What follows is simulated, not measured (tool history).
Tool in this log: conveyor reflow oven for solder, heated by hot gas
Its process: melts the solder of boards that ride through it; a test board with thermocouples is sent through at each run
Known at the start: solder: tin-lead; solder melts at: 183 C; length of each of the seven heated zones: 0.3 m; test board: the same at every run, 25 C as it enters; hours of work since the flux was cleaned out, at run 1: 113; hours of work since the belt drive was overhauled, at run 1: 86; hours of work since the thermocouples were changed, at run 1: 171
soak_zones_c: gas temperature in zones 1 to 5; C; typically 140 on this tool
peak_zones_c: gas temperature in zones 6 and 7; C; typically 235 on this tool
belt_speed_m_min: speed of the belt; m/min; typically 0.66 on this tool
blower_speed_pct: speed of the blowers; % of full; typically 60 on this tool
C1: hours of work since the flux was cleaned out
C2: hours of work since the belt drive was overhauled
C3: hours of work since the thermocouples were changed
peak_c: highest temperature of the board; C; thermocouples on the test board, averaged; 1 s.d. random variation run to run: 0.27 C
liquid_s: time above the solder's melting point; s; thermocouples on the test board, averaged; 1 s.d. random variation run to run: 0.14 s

{"run": 1, "hour": 0.0, "soak_zones_c": 140, "peak_zones_c": 235, "belt_speed_m_min": 0.66, "blower_speed_pct": 60, "C1": 113, "C2": 86, "C3": 171, "peak_c": 211.4, "liquid_s": 36.8}
{"run": 2, "hour": 6.3, "soak_zones_c": 140, "peak_zones_c": 235, "belt_speed_m_min": 0.66, "blower_speed_pct": 60, "C1": 117, "C2": 91, "C3": 176, "peak_c": 211.4, "liquid_s": 37.2}
{"run": 3, "hour": 12.3, "soak_zones_c": 140, "peak_zones_c": 235, "belt_speed_m_min": 0.66, "blower_speed_pct": 83, "C1": 121, "C2": 95, "C3": 180, "peak_c": 218, "liquid_s": 42.4}
{"run": 4, "hour": 23.7, "soak_zones_c": 140, "peak_zones_c": 235, "belt_speed_m_min": 0.66, "blower_speed_pct": 60, "C1": 129, "C2": 103, "C3": 188, "peak_c": 211.5, "liquid_s": 36.9}
{"run": 5, "hour": 35.2, "soak_zones_c": 140, "peak_zones_c": 235, "belt_speed_m_min": 0.66, "blower_speed_pct": 60, "C1": 137, "C2": 111, "C3": 196, "peak_c": 211.2, "liquid_s": 37.1}
{"run": 6, "hour": 41.3, "soak_zones_c": 140, "peak_zones_c": 235, "belt_speed_m_min": 0.634, "blower_speed_pct": 60, "C1": 142, "C2": 115, "C3": 200, "peak_c": 213.5, "liquid_s": 39.6}
{"run": 7, "hour": 49.2, "soak_zones_c": 140, "peak_zones_c": 235, "belt_speed_m_min": 0.634, "blower_speed_pct": 60, "C1": 147, "C2": 121, "C3": 206, "peak_c": 213.1, "liquid_s": 39.8}
{"run": 8, "hour": 61.4, "soak_zones_c": 140, "peak_zones_c": 235, "belt_speed_m_min": 0.634, "blower_speed_pct": 60, "C1": 156, "C2": 130, "C3": 214, "peak_c": 212.8, "liquid_s": 39.6}
{"run": 9, "hour": 69.8, "soak_zones_c": 140, "peak_zones_c": 235, "belt_speed_m_min": 0.66, "blower_speed_pct": 60, "C1": 162, "C2": 135, "C3": 220, "peak_c": 211.3, "liquid_s": 36.8}
{"hour": 77.3, "done": "flux residue cleaned out of gas plates and filters"}
{"run": 10, "hour": 87.3, "soak_zones_c": 140, "peak_zones_c": 235, "belt_speed_m_min": 0.66, "blower_speed_pct": 60, "C1": 7, "C2": 144, "C3": 229, "peak_c": 211.6, "liquid_s": 37.7}
{"run": 11, "hour": 94.8, "soak_zones_c": 140, "peak_zones_c": 235, "belt_speed_m_min": 0.66, "blower_speed_pct": 60, "C1": 12, "C2": 149, "C3": 234, "peak_c": 212, "liquid_s": 37.1}
{"run": 12, "hour": 103.7, "soak_zones_c": 140, "peak_zones_c": 235, "belt_speed_m_min": 0.66, "blower_speed_pct": 60, "C1": 19, "C2": 156, "C3": 240, "peak_c": 212, "liquid_s": 37}
{"run": 13, "hour": 115.4, "soak_zones_c": 129, "peak_zones_c": 226, "belt_speed_m_min": 0.66, "blower_speed_pct": 80, "C1": 27, "C2": 164, "C3": 249, "peak_c": 208, "liquid_s": 32.9}
{"run": 14, "hour": 121.2, "soak_zones_c": 144, "peak_zones_c": 247, "belt_speed_m_min": 0.621, "blower_speed_pct": 62, "C1": 31, "C2": 168, "C3": 253, "peak_c": 225.6, "liquid_s": 49.5}
{"hour": 126.4, "done": "belt drive overhauled, speed set with a stopwatch"}
{"run": 15, "hour": 138.5, "soak_zones_c": 144, "peak_zones_c": 243, "belt_speed_m_min": 0.621, "blower_speed_pct": 54, "C1": 40, "C2": 8, "C3": 262, "peak_c": 219.2, "liquid_s": 45.7}
{"run": 16, "hour": 150.0, "soak_zones_c": 146, "peak_zones_c": 232, "belt_speed_m_min": 0.62, "blower_speed_pct": 50, "C1": 48, "C2": 17, "C3": 270, "peak_c": 209, "liquid_s": 39}
{"run": 17, "hour": 163.2, "soak_zones_c": 140, "peak_zones_c": 239, "belt_speed_m_min": 0.736, "blower_speed_pct": 56, "C1": 57, "C2": 26, "C3": 279, "peak_c": 208.4, "liquid_s": 30.7}
{"run": 18, "hour": 173.2, "soak_zones_c": 128, "peak_zones_c": 235, "belt_speed_m_min": 0.65, "blower_speed_pct": 84, "C1": 65, "C2": 33, "C3": 286, "peak_c": 217.2, "liquid_s": 39.1}
{"run": 19, "hour": 186.8, "soak_zones_c": 150, "peak_zones_c": 238, "belt_speed_m_min": 0.678, "blower_speed_pct": 81, "C1": 74, "C2": 42, "C3": 296, "peak_c": 221.4, "liquid_s": 44.9}
{"run": 20, "hour": 193.9, "soak_zones_c": 150, "peak_zones_c": 238, "belt_speed_m_min": 0.597, "blower_speed_pct": 81, "C1": 79, "C2": 47, "C3": 301, "peak_c": 224.8, "liquid_s": 53.4}
{"run": 21, "hour": 206.4, "soak_zones_c": 138, "peak_zones_c": 234, "belt_speed_m_min": 0.705, "blower_speed_pct": 88, "C1": 88, "C2": 56, "C3": 310, "peak_c": 216.2, "liquid_s": 37.6}
{"hour": 216.9, "done": "belt drive overhauled, speed set with a stopwatch, once more"}
{"run": 22, "hour": 218.5, "soak_zones_c": 138, "peak_zones_c": 234, "belt_speed_m_min": 0.705, "blower_speed_pct": 88, "C1": 94, "C2": 1, "C3": 315, "peak_c": 215.6, "liquid_s": 37.2}
{"run": 23, "hour": 228.4, "soak_zones_c": 138, "peak_zones_c": 236, "belt_speed_m_min": 0.705, "blower_speed_pct": 54, "C1": 100, "C2": 8, "C3": 322, "peak_c": 206.4, "liquid_s": 29.4}

Per-run results on a tool with no hidden state, each run keeping its own random variation:
Hidden state at play: heat that the gas passes to the board, % of a clean oven's; belt's true speed, % of the reading; true gas temperature in zones 6 and 7 over the reading, C; drift of the gauge itself on peak_c, C; drift of the gauge itself on liquid_s, %.
run=1 peak_c=212.1 liquid_s=37.3
run=2 peak_c=212.1 liquid_s=37.7
run=3 peak_c=218.8 liquid_s=42.9
run=4 peak_c=212.3 liquid_s=37.5
run=5 peak_c=212.1 liquid_s=37.7
run=6 peak_c=214.3 liquid_s=40.2
run=7 peak_c=214 liquid_s=40.4
run=8 peak_c=213.7 liquid_s=40.2
run=9 peak_c=212.3 liquid_s=37.5
run=10 peak_c=212.2 liquid_s=38
run=11 peak_c=212.6 liquid_s=37.5
run=12 peak_c=212.6 liquid_s=37.4
run=13 peak_c=208.8 liquid_s=33.4
run=14 peak_c=226.3 liquid_s=49.7
run=15 peak_c=219.9 liquid_s=46
run=16 peak_c=209.7 liquid_s=39.4
run=17 peak_c=209.2 liquid_s=31.1
run=18 peak_c=218.1 liquid_s=39.5
run=19 peak_c=222.4 liquid_s=45.2
run=20 peak_c=225.8 liquid_s=53.6
run=21 peak_c=217.2 liquid_s=38.1
run=22 peak_c=216.9 liquid_s=38
run=23 peak_c=207.6 liquid_s=30.4
